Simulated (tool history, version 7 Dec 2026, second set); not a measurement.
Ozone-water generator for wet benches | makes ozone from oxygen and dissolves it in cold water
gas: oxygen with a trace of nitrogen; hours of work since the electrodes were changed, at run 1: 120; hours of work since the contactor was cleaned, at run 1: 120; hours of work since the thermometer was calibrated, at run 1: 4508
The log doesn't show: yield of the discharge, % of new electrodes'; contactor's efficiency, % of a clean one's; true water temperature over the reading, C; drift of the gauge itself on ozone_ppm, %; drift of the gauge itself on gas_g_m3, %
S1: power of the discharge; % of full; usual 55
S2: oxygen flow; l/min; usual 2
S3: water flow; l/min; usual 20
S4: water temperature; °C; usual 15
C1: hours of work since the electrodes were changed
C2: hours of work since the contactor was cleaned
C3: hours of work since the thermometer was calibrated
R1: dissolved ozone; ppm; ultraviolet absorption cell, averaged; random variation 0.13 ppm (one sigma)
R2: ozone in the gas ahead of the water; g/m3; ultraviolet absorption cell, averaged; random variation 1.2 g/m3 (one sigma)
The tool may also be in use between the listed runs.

run   hour  S1    S2  S3  S4   C1   C2    C3    R1     R2
  1      0  55     2  20  15  120  120  4508  14.2  211.8
  2   49.8  55     2  20  15  156  156  4543    14  211.6
  3   95.4  55     2  20  23  188  188  4575  13.2  212.8
  4  146.2  55     2  20  15  224  224  4612  14.2  214.4
  5  186.4  55     2  20  15  253  253  4640  13.9  215.4
  6  222.6  55     2  20  15  278  278  4666  14.2  213.8
  7  256.5  55     2  20  15  302  302  4690  14.2  214.3
  8    302  55     2  20  15  334  334  4722    14  214.7
  9  336.5  55     2  13  15  359  359  4746  21.2  215.5
 10  369.8  48     2  13  15  383  383  4770  19.6  199.3
 11  408.8  48     2  13  15  410  410  4798  19.3  199.3
 12  456.6  48     2  13   9  444  444  4832  20.7  199.3
 13  480.2  55  1.32  20  15  461  461  4848  12.8  275.1
 14  526.3  55  1.32  20  15  494  494  4881  12.8  273.3
 15    559  55  1.32  20  15  517  517  4904  12.5  274.2
     592.8  -- water thermometer calibrated
 16  592.8  55  1.32  20  15  540  540     0  12.9  274.2
 17  615.6  55  1.32  20  15  556  556    16    13  275.5
 18  655.9  88  1.21  25  13  585  585    45  12.7  374.9
 19  699.7  88  3.55  23  12  616  616    76  17.8  197.7
 20  726.9  88  3.55  23  12  635  635    95  18.2  196.7
 21  753.7  76  2.19  20  15  654  654   114    17  240.8
 22  798.4  55     2  22  15  686  686   146  12.8  213.9
 23  824.7  96  1.03  21  12  705  705   164  15.7  440.2
 24  867.8  96  1.03  21  12  735  735   195    16  431.5
 25  892.4  80  2.29  20  11  753  753   212  18.1  245.1
 26  924.5  80  2.29  20  11  775  775   235  18.3  243.9
 27  955.9  70     2  20  11  798  798   257  16.6    244
 28    994  93  1.28  24  17  825  825   284  13.8  373.9

Forecast run 29:
 29  1039.5  55  2.98  15  17  857  857  317   ?   ?

Run 29 gave R1 18.7 ppm, R2 168.6 g/m3.
Without the tool's hidden state the same run would have given R1 18.7 ppm, R2 168.7 g/m3.

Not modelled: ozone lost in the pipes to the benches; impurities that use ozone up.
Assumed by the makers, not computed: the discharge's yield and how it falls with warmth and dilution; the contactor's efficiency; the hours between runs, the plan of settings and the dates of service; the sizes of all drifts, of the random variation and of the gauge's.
